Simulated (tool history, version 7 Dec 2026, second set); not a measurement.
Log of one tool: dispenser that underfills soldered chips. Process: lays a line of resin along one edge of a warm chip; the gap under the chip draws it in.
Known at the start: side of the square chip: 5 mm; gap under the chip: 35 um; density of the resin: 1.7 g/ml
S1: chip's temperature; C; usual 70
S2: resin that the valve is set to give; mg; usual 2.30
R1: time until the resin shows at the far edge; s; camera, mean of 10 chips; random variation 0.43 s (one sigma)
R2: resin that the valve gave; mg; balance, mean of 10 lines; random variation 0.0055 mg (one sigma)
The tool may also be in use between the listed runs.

{"run": 1, "hour": 0.0, "S1": 70, "S2": 2.3, "R1": 59.4, "R2": 2.28}
{"hour": 3.3, "done": "new syringe of resin"}
{"run": 2, "hour": 7.7, "S1": 70, "S2": 2.98, "R1": 34.3, "R2": 2.941}
{"hour": 20.8, "done": "new syringe of resin"}
{"run": 3, "hour": 24.3, "S1": 70, "S2": 2.03, "R1": 33.9, "R2": 2.005}
{"hour": 38.3, "done": "new syringe of resin"}
{"run": 4, "hour": 40.3, "S1": 70, "S2": 2.03, "R1": 32.9, "R2": 1.985}
{"run": 5, "hour": 54.3, "S1": 70, "S2": 2.03, "R1": 68.4, "R2": 1.965}
{"hour": 55.3, "done": "new syringe of resin"}
{"run": 6, "hour": 67.0, "S1": 70, "S2": 2.03, "R1": 54.2, "R2": 1.968}
{"hour": 71.8, "done": "new syringe of resin"}
{"run": 7, "hour": 82.4, "S1": 70, "S2": 2.3, "R1": 47.8, "R2": 2.219}
{"hour": 89.1, "done": "new syringe of resin"}
{"run": 8, "hour": 99.0, "S1": 70, "S2": 2.3, "R1": 47.3, "R2": 2.193}
{"hour": 104.8, "done": "dispensing valve cleaned and set on the balance"}
{"hour": 107.5, "done": "new syringe of resin"}
{"run": 9, "hour": 114.4, "S1": 74, "S2": 2.3, "R1": 35.4, "R2": 2.301}
{"run": 10, "hour": 123.6, "S1": 74, "S2": 2.3, "R1": 57.4, "R2": 2.291}
{"hour": 124.7, "done": "new syringe of resin"}
{"run": 11, "hour": 139.4, "S1": 70, "S2": 2.3, "R1": 61.3, "R2": 2.277}
{"hour": 141.6, "done": "new syringe of resin"}
{"run": 12, "hour": 153.6, "S1": 70, "S2": 2.3, "R1": 52.9, "R2": 2.259}
{"hour": 158.3, "done": "new syringe of resin"}
{"run": 13, "hour": 161.3, "S1": 70, "S2": 2.3, "R1": 32.7, "R2": 2.261}
{"run": 14, "hour": 174.3, "S1": 70, "S2": 2.3, "R1": 64.9, "R2": 2.247}
{"hour": 175.6, "done": "new syringe of resin"}
{"run": 15, "hour": 185.0, "S1": 70, "S2": 2.3, "R1": 45.4, "R2": 2.245}
{"hour": 192.9, "done": "new syringe of resin"}
{"run": 16, "hour": 193.5, "S1": 70, "S2": 2.3, "R1": 28.2, "R2": 2.235}
{"run": 17, "hour": 205.1, "S1": 70, "S2": 2.3, "R1": 52.5, "R2": 2.222}
{"hour": 209.6, "done": "new syringe of resin"}
{"run": 18, "hour": 222.1, "S1": 74, "S2": 2.3, "R1": 46.4, "R2": 2.21}
{"hour": 226.9, "done": "new syringe of resin"}
{"hour": 227.9, "done": "dispensing valve cleaned and set on the balance"}
{"run": 19, "hour": 234.2, "S1": 56, "S2": 2.21, "R1": 60.2, "R2": 2.203}
{"hour": 245.0, "done": "new syringe of resin"}
{"run": 20, "hour": 246.2, "S1": 62, "S2": 2.76, "R1": 36.8, "R2": 2.731}
{"hour": 262.3, "done": "new syringe of resin"}
{"run": 21, "hour": 263.5, "S1": 84, "S2": 2.85, "R1": 19.1, "R2": 2.819}
{"run": 22, "hour": 276.9, "S1": 74, "S2": 2.08, "R1": 55.2, "R2": 2.032}
{"hour": 278.9, "done": "new syringe of resin"}
{"run": 23, "hour": 292.7, "S1": 78, "S2": 2.08, "R1": 44.8, "R2": 2.028}
{"hour": 296.0, "done": "new syringe of resin"}
{"run": 24, "hour": 307.6, "S1": 78, "S2": 2.08, "R1": 40.7, "R2": 2.021}
{"hour": 312.9, "done": "new syringe of resin"}
{"run": 25, "hour": 317.5, "S1": 78, "S2": 2.08, "R1": 26.5, "R2": 2.012}
{"run": 26, "hour": 326.9, "S1": 78, "S2": 2.08, "R1": 45.4, "R2": 2.004}
{"hour": 330.2, "done": "new syringe of resin"}
{"run": 27, "hour": 340.6, "S1": 78, "S2": 2.08, "R1": 37.2, "R2": 1.994}
{"hour": 347.2, "done": "new syringe of resin"}
{"hour": 350.4, "done": "dispensing valve cleaned and set on the balance"}
{"run": 28, "hour": 358.0, "S1": 55, "S2": 2.53, "R1": 72.1, "R2": 2.521}
{"hour": 365.7, "done": "new syringe of resin"}
{"run": 29, "hour": 372.7, "S1": 55, "S2": 2.34, "R1": 64.4, "R2": 2.324}
{"hour": 382.3, "done": "new syringe of resin"}
{"run": 30, "hour": 385.7, "S1": 82, "S2": 2.41, "R1": 22.1, "R2": 2.373}
{"hour": 399.0, "done": "new syringe of resin"}
{"run": 31, "hour": 401.1, "S1": 68, "S2": 2.91, "R1": 30.8, "R2": 2.852}
{"hour": 415.7, "done": "new syringe of resin"}
{"run": 32, "hour": 417.9, "S1": 68, "S2": 2.91, "R1": 31.2, "R2": 2.841}

Measured less the same run without the tool's hidden state. The same run-to-run variation is in both; the gauge's scatter may not be:
The hidden state here: resin's viscosity, % of fresh resin's; dose that the valve gives, % of what is set; true chip temperature over the reading, C; drift of the gauge itself on fill_s, %; drift of the gauge itself on given_mg, %.
run=1 R1=+28.0 R2=-0.021
run=2 R1=+4.6 R2=-0.034
run=3 R1=+2.6 R2=-0.035
run=4 R1=+0.2 R2=-0.045
run=5 R1=+36.7 R2=-0.056
run=6 R1=+22.9 R2=-0.065
run=7 R1=+17.4 R2=-0.087
run=8 R1=+15.8 R2=-0.101
run=9 R1=+7.7 R2=-0.005
run=10 R1=+30.3 R2=-0.013
run=11 R1=+30.2 R2=-0.026
run=12 R1=+21.7 R2=-0.037
run=13 R1=+1.0 R2=-0.044
run=14 R1=+33.7 R2=-0.055
run=15 R1=+14.6 R2=-0.063
run=16 R1=-3.2 R2=-0.069
run=17 R1=+21.2 R2=-0.079
run=18 R1=+19.2 R2=-0.092
run=19 R1=+10.4 R2=-0.009
run=20 R1=-3.1 R2=-0.024
run=21 R1=-1.0 R2=-0.042
run=22 R1=+26.9 R2=-0.041
run=23 R1=+20.4 R2=-0.051
run=24 R1=+15.8 R2=-0.062
run=25 R1=+2.6 R2=-0.070
run=26 R1=+20.8 R2=-0.075
run=27 R1=+12.3 R2=-0.085
run=28 R1=+21.9 R2=-0.008
run=29 R1=+12.5 R2=-0.019
run=30 R1=+0.6 R2=-0.031
run=31 R1=-1.8 R2=-0.054
run=32 R1=-1.8 R2=-0.071
